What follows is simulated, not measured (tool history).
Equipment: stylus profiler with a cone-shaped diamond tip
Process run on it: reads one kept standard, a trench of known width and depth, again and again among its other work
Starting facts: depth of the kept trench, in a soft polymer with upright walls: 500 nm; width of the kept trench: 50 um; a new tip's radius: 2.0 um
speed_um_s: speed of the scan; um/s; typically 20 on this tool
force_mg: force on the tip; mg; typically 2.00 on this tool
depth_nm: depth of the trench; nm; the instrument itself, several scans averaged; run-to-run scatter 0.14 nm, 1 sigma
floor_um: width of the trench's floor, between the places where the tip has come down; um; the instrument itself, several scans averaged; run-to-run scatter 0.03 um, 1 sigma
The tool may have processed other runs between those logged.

run,hour,speed_um_s,force_mg,depth_nm,floor_um
1,0.0,20,2.00,504.26,46.75
2,48.3,20,2.00,504.68,46.72
3,81.2,20,2.00,504.55,46.74
4,127.8,11,2.00,504.42,46.73
5,183.7,20,2.64,505.64,46.70
6,245.0,20,1.15,502.38,46.66
7,306.3,20,1.31,502.83,46.60
8,348.4,20,1.31,503.20,46.62
9,404.9,20,1.31,502.83,46.57
10,467.0,20,1.31,502.80,46.57
11,512.4,20,1.31,502.79,46.55
12,548.4,20,1.31,502.60,46.52
13,586.4,11,0.73,501.34,46.56
14,642.9,14,2.29,504.91,46.57
15,676.7,15,3.64,506.98,46.62
16,721.2,27,1.11,502.31,46.40
17,785.6,5,1.17,502.31,46.62
18,832.1,5,1.17,502.04,46.57
19,872.6,31,0.78,501.63,46.24
20,918.9,31,0.78,501.28,46.23
21,967.8,20,5.93,510.10,46.51
22,1024.0,8,0.83,501.48,46.40
23,1086.4,8,0.83,501.23,46.41

Alternative continuations, all from the tool just after run 23; predict every row:
A,1142.7,70,4.96,?,?
B,1142.7,31,2.00,?,?
C,1142.7,11,2.00,?,?

run,depth_nm,floor_um
A,508.40,46.26
B,503.95,46.35
C,503.89,46.44
Had the tool no hidden state, the same runs would have come out as:
run,depth_nm,floor_um
A,510.26,47.10
B,505.79,47.19
C,505.73,47.28

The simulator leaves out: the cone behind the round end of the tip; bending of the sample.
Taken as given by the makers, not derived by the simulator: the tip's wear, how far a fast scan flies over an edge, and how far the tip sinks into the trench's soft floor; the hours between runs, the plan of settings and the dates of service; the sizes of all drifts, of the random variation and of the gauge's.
